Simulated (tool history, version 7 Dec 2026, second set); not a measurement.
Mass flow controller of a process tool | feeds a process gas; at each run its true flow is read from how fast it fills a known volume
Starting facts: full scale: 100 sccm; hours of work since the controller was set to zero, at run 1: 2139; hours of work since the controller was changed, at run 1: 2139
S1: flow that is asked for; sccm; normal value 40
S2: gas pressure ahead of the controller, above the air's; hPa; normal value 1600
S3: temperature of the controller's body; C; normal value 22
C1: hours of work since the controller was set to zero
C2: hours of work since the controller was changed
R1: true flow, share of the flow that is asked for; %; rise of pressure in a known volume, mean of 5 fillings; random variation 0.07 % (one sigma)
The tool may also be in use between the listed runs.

| run | hour | S1 | S2 | S3 | C1 | C2 | R1 |
|---|---|---|---|---|---|---|---|
| 1 | 0 | 40 | 1600 | 22 | 2139 | 2139 | 98.59 |
| 2 | 111.6 | 40 | 1600 | 38 | 2178 | 2178 | 97.95 |
| 3 | 311.1 | 11 | 1600 | 22 | 2246 | 2246 | 97.24 |
| 4 | 427.6 | 11 | 2340 | 22 | 2286 | 2286 | 96.9 |
| 5 | 619.1 | 31 | 2340 | 22 | 2352 | 2352 | 97.43 |
| 6 | 730.4 | 31 | 2340 | 22 | 2391 | 2391 | 97.23 |
| 7 | 874.3 | 31 | 2800 | 22 | 2440 | 2440 | 96.79 |
| 8 | 1048.9 | 40 | 1600 | 22 | 2500 | 2500 | 97.38 |
| 9 | 1189.2 | 40 | 2670 | 22 | 2549 | 2549 | 96.86 |
| 10 | 1284.6 | 40 | 1600 | 22 | 2582 | 2582 | 97.19 |
| 11 | 1428.9 | 40 | 1600 | 22 | 2631 | 2631 | 96.97 |
| 12 | 1607.6 | 40 | 1600 | 22 | 2693 | 2693 | 96.85 |
| 13 | 1712.5 | 40 | 1600 | 22 | 2729 | 2729 | 96.75 |
| 14 | 1804.1 | 71 | 1600 | 22 | 2761 | 2761 | 97.55 |
| 15 | 1988.8 | 71 | 1600 | 22 | 2824 | 2824 | 97.22 |
| 16 | 2198.5 | 71 | 1600 | 22 | 2897 | 2897 | 97.1 |
| 17 | 2374.4 | 40 | 1600 | 22 | 2957 | 2957 | 95.95 |
| 18 | 2499.1 | 40 | 1600 | 22 | 3000 | 3000 | 95.89 |
|  | 2517.8 | gauge calibrated |
| 19 | 2693.4 | 40 | 1600 | 22 | 3067 | 3067 | 98.44 |
| 20 | 2807 | 58 | 1600 | 22 | 3106 | 3106 | 98.8 |
| 21 | 2909.4 | 58 | 1860 | 22 | 3142 | 3142 | 98.61 |
| 22 | 3119.3 | 58 | 1860 | 22 | 3214 | 3214 | 98.36 |
| 23 | 3236.7 | 40 | 1600 | 24 | 3254 | 3254 | 97.68 |
| 24 | 3336.7 | 40 | 1600 | 22 | 3289 | 3289 | 97.69 |
| 25 | 3537.1 | 40 | 1600 | 22 | 3358 | 3358 | 97.51 |
| 26 | 3637.3 | 40 | 1600 | 22 | 3392 | 3392 | 97.46 |
| 27 | 3786.5 | 40 | 1600 | 22 | 3444 | 3444 | 97.27 |
| 28 | 3883 | 44 | 1600 | 33 | 3477 | 3477 | 96.81 |
| 29 | 4023.3 | 40 | 1750 | 20 | 3525 | 3525 | 97 |
| 30 | 4152.3 | 20 | 1600 | 22 | 3570 | 3570 | 96.27 |
| 31 | 4295.4 | 20 | 2230 | 39 | 3619 | 3619 | 95.31 |
| 32 | 4460.3 | 42 | 2100 | 34 | 3676 | 3676 | 96.09 |
| 33 | 4577.8 | 42 | 1780 | 34 | 3716 | 3716 | 95.93 |
| 34 | 4774.3 | 42 | 1780 | 34 | 3784 | 3784 | 95.73 |
| 35 | 4901.4 | 42 | 1780 | 34 | 3828 | 3828 | 95.65 |
| 36 | 5103.5 | 28 | 2660 | 21 | 3898 | 3898 | 95.15 |
| 37 | 5314 | 28 | 2170 | 21 | 3970 | 3970 | 94.97 |
| 38 | 5439.7 | 28 | 2170 | 21 | 4013 | 4013 | 94.87 |
| 39 | 5619.3 | 15 | 1530 | 26 | 4075 | 4075 | 94.53 |
| 40 | 5715.7 | 29 | 2670 | 39 | 4109 | 4109 | 93.83 |
| 41 | 5899.7 | 29 | 2670 | 39 | 4172 | 4172 | 93.77 |
| 42 | 6060.3 | 25 | 2430 | 30 | 4227 | 4227 | 93.86 |
| 43 | 6270.7 | 40 | 2430 | 26 | 4300 | 4300 | 94.12 |
| 44 | 6411.3 | 10 | 2050 | 25 | 4348 | 4348 | 93.33 |
| 45 | 6558 | 31 | 2310 | 22 | 4399 | 4399 | 93.85 |
| 46 | 6672.8 | 15 | 1600 | 27 | 4438 | 4438 | 93.32 |
| 47 | 6852.8 | 10 | 1600 | 22 | 4500 | 4500 | 93.11 |
| 48 | 7010.3 | 18 | 1730 | 40 | 4555 | 4555 | 92.67 |
| 49 | 7164.3 | 18 | 1730 | 40 | 4608 | 4608 | 92.51 |

How the hidden state differs across the entries between the runs, from the last listed run before each to the first after it:
Logged between run 18 and run 19: gauge calibrated (hour 2517.8)
  drift of the gauge itself on true_pct, %: -2.63 -> -0.18
  measured minus no-state result, R1: -2.6 -> -0.2 %

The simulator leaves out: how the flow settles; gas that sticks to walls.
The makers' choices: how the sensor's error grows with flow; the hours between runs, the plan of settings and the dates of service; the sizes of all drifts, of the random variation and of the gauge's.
